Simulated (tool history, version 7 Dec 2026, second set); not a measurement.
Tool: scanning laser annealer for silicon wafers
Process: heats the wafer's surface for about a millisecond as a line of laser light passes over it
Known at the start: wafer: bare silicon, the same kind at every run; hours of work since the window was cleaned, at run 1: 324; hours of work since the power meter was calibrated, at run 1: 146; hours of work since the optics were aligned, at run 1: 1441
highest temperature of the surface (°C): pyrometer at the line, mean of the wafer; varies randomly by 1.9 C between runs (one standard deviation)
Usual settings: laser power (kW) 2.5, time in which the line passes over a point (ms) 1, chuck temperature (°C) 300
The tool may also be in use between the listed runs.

run	hour	laser power (kW)	time in which the line passes over a point (ms)	chuck temperature (°C)	hours of work since the window was cleaned	hours of work since the power meter was calibrated	hours of work since the optics were aligned	highest temperature of the surface (°C)
1	0	2.5	1	300	324	146	1441	1129
2	8.6	2.5	1	300	328	150	1444	1128
3	17.7	2.5	1	300	332	154	1448	1124
4	25.8	2.5	1	300	335	157	1452	1126
5	35.7	2.5	0.78	300	339	162	1456	1025
6	41	2.5	1	261	342	164	1459	1088
7	49.5	2.5	1	261	345	168	1462	1087
8	54.5	2.5	1	300	348	170	1465	1123
9	64.6	2.5	1	300	352	174	1469	1123
10	70.7	2.5	1	300	355	177	1472	1124
# hour 77: window over the wafer cleaned
11	79.6	2.5	1	300	1	180	1475	1125
12	88.9	2.34	1	300	5	184	1479	1059
13	97.3	2.34	1	300	9	188	1482	1060
14	102	2.5	1	300	11	190	1484	1128
15	108.3	2.5	1	300	14	193	1487	1126
16	118.5	2.5	1	300	18	197	1492	1128
17	125.9	2.5	1	300	21	200	1495	1125
18	133	2.5	1	300	25	203	1498	1126
19	137.6	2.5	1	300	27	205	1500	1125
20	145.2	2.5	1	300	30	209	1503	1126
21	152.4	2.735	1	280	33	212	1507	1206
22	162	2.241	1.19	300	37	216	1511	1086
23	168.5	2.374	1.03	321	40	219	1514	1109
24	176.2	2.617	0.77	280	43	222	1517	1045
25	184.8	2.372	1	300	47	226	1521	1070
26	194.5	2.725	0.7	299	51	230	1525	1067
27	204.2	2.38	1	306	56	235	1529	1082
# hour 209.7: optics aligned, line set to its width
28	217	2.38	1	306	59	238	3	1082
29	222.8	2.5	1	326	62	241	6	1153
30	231.8	2.5	0.97	300	66	244	10	1114
31	237	2.5	0.98	300	68	247	12	1118
32	243.9	2.5	0.98	326	71	250	15	1145
33	253.7	2.5	0.98	326	75	254	19	1143
34	263.2	2.553	0.88	300	79	258	23	1093
35	271.6	2.629	0.71	339	83	262	27	1077
36	277.9	2.592	0.73	291	86	265	30	1027
37	286.3	2.592	1.14	278	90	268	34	1205
38	294.5	2.592	1.14	278	93	272	37	1205
39	303.8	2.635	1.01	278	97	276	41	1167
40	312.8	2.635	1.01	278	101	280	45	1167

Branching from run 40: 5 alternative next runs. What would each branch give?
A	317.7	2.184	0.76	262	103	282	47	?
B	317.7	2.635	0.75	278	103	282	47	?
C	317.7	2.746	1.01	322	103	282	47	?
D	317.7	2.35	0.91	337	103	282	47	?
E	317.7	2.212	0.92	278	103	282	47	?

run	highest temperature of the surface (°C)
A	861
B	1036
C	1259
D	1058
E	954
Take away the tool's hidden state, keep each run's random variation, and the runs would have read:
run	highest temperature of the surface (°C)
A	862
B	1037
C	1259
D	1058
E	954
